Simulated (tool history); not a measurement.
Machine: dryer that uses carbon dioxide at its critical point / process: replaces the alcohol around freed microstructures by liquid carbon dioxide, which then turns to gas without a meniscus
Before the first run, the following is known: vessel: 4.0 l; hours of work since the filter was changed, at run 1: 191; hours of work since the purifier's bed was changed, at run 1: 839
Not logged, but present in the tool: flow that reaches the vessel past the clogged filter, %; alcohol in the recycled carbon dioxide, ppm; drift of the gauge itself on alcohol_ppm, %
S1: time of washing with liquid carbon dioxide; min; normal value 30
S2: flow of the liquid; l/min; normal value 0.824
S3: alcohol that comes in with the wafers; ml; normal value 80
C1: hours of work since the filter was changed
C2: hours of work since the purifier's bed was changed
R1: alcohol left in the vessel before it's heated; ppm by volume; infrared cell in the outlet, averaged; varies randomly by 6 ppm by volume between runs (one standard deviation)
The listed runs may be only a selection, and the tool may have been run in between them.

run 1 hour=0 | S1=30 S2=0.824 S3=80 | C1=191 C2=839 | R1=482
-- hour=41.5 purifier's bed changed
run 2 hour=71.8 | S1=30 S2=0.824 S3=80 | C1=244 C2=24 | R1=293
run 3 hour=108.9 | S1=30 S2=0.947 S3=80 | C1=273 C2=52 | R1=183
run 4 hour=164.6 | S1=43 S2=0.824 S3=80 | C1=316 C2=96 | R1=77
run 5 hour=218.4 | S1=43 S2=0.824 S3=80 | C1=358 C2=138 | R1=96
run 6 hour=267.2 | S1=43 S2=0.824 S3=80 | C1=396 C2=176 | R1=117
run 7 hour=297.6 | S1=30 S2=0.924 S3=80 | C1=420 C2=199 | R1=277
-- hour=348.9 inlet filter changed
run 8 hour=349.4 | S1=30 S2=0.924 S3=80 | C1=0 C2=239 | R1=196
run 9 hour=406.6 | S1=30 S2=0.678 S3=80 | C1=45 C2=283 | R1=573
run 10 hour=435.5 | S1=30 S2=0.678 S3=80 | C1=67 C2=306 | R1=572
run 11 hour=506.7 | S1=30 S2=0.824 S3=80 | C1=123 C2=361 | R1=364
run 12 hour=535.8 | S1=41 S2=0.824 S3=80 | C1=145 C2=384 | R1=160
run 13 hour=587.2 | S1=30 S2=0.824 S3=80 | C1=185 C2=424 | R1=376
run 14 hour=622.9 | S1=30 S2=0.824 S3=80 | C1=213 C2=452 | R1=411
run 15 hour=658.5 | S1=30 S2=0.824 S3=80 | C1=241 C2=479 | R1=423
run 16 hour=694.4 | S1=30 S2=0.824 S3=80 | C1=269 C2=507 | R1=433
run 17 hour=747.7 | S1=30 S2=0.824 S3=80 | C1=310 C2=549 | R1=443
run 18 hour=791.2 | S1=30 S2=0.824 S3=80 | C1=344 C2=583 | R1=492
run 19 hour=852.1 | S1=30 S2=0.824 S3=80 | C1=392 C2=630 | R1=527
run 20 hour=922.2 | S1=30 S2=0.824 S3=80 | C1=446 C2=685 | R1=554
-- hour=939.8 inlet filter changed
run 21 hour=970.3 | S1=30 S2=0.824 S3=80 | C1=24 C2=721 | R1=449
run 22 hour=1019.7 | S1=30 S2=0.824 S3=80 | C1=62 C2=760 | R1=451
run 23 hour=1065.6 | S1=30 S2=0.824 S3=80 | C1=98 C2=795 | R1=467
run 24 hour=1103.7 | S1=30 S2=0.824 S3=80 | C1=128 C2=825 | R1=488
-- hour=1163 purifier's bed changed
run 25 hour=1167.9 | S1=30 S2=0.824 S3=80 | C1=175 C2=4 | R1=280
run 26 hour=1201.3 | S1=41 S2=0.513 S3=80 | C1=201 C2=30 | R1=510
run 27 hour=1247.4 | S1=30 S2=0.824 S3=66 | C1=237 C2=66 | R1=266
run 28 hour=1288.7 | S1=30 S2=0.824 S3=66 | C1=269 C2=98 | R1=284
run 29 hour=1342.2 | S1=23 S2=1.279 S3=27 | C1=311 C2=139 | R1=84
run 30 hour=1375.4 | S1=47 S2=0.824 S3=80 | C1=337 C2=165 | R1=81
run 31 hour=1420.1 | S1=27 S2=0.704 S3=37 | C1=371 C2=200 | R1=455
run 32 hour=1458.6 | S1=27 S2=0.704 S3=37 | C1=401 C2=230 | R1=489
run 33 hour=1527.8 | S1=34 S2=1.216 S3=37 | C1=455 C2=284 | R1=92
-- hour=1531.8 inlet filter changed
run 34 hour=1581.4 | S1=38 S2=1.27 S3=42 | C1=39 C2=325 | R1=91
run 35 hour=1638.5 | S1=42 S2=1.115 S3=32 | C1=83 C2=369 | R1=103
run 36 hour=1696.9 | S1=24 S2=0.824 S3=80 | C1=128 C2=415 | R1=738
run 37 hour=1760 | S1=42 S2=1.369 S3=52 | C1=178 C2=464 | R1=121
run 38 hour=1820.9 | S1=19 S2=0.529 S3=106 | C1=225 C2=511 | R1=4680
run 39 hour=1851.1 | S1=22 S2=0.695 S3=39 | C1=248 C2=535 | R1=831
run 40 hour=1881.3 | S1=27 S2=1.01 S3=80 | C1=272 C2=558 | R1=354
run 41 hour=1947.5 | S1=27 S2=0.505 S3=80 | C1=323 C2=610 | R1=2130
run 42 hour=2011.3 | S1=24 S2=0.657 S3=85 | C1=373 C2=659 | R1=1733
run 43 hour=2078.7 | S1=24 S2=0.657 S3=85 | C1=426 C2=712 | R1=1870
-- hour=2121.5 inlet filter changed
run 44 hour=2133.8 | S1=24 S2=0.657 S3=85 | C1=10 C2=754 | R1=1331
run 45 hour=2164.6 | S1=47 S2=0.88 S3=26 | C1=34 C2=778 | R1=222
run 46 hour=2226.7 | S1=47 S2=0.915 S3=26 | C1=82 C2=826 | R1=227

Subtracting, for every run, the result it would have given without the tool's unlogged condition from the measured result gives the following. The same run-to-run variation enters both numbers; the gauge's scatter may not:
run=1 R1=+272
run=2 R1=+81
run=3 R1=+66
run=4 R1=+49
run=5 R1=+65
run=6 R1=+78
run=7 R1=+152
run=8 R1=+67
run=9 R1=+101
run=10 R1=+115
run=11 R1=+135
run=12 R1=+115
run=13 R1=+170
run=14 R1=+189
run=15 R1=+205
run=16 R1=+220
run=17 R1=+239
run=18 R1=+273
run=19 R1=+306
run=20 R1=+340
run=21 R1=+223
run=22 R1=+237
run=23 R1=+254
run=24 R1=+271
run=25 R1=+66
run=26 R1=+121
run=27 R1=+88
run=28 R1=+102
run=29 R1=+58
run=30 R1=+59
run=31 R1=+179
run=32 R1=+201
run=33 R1=+84
run=34 R1=+87
run=35 R1=+100
run=36 R1=+187
run=37 R1=+121
run=38 R1=+627
run=39 R1=+262
run=40 R1=+211
run=41 R1=+555
run=42 R1=+572
run=43 R1=+670
run=44 R1=+217
run=45 R1=+208
run=46 R1=+221
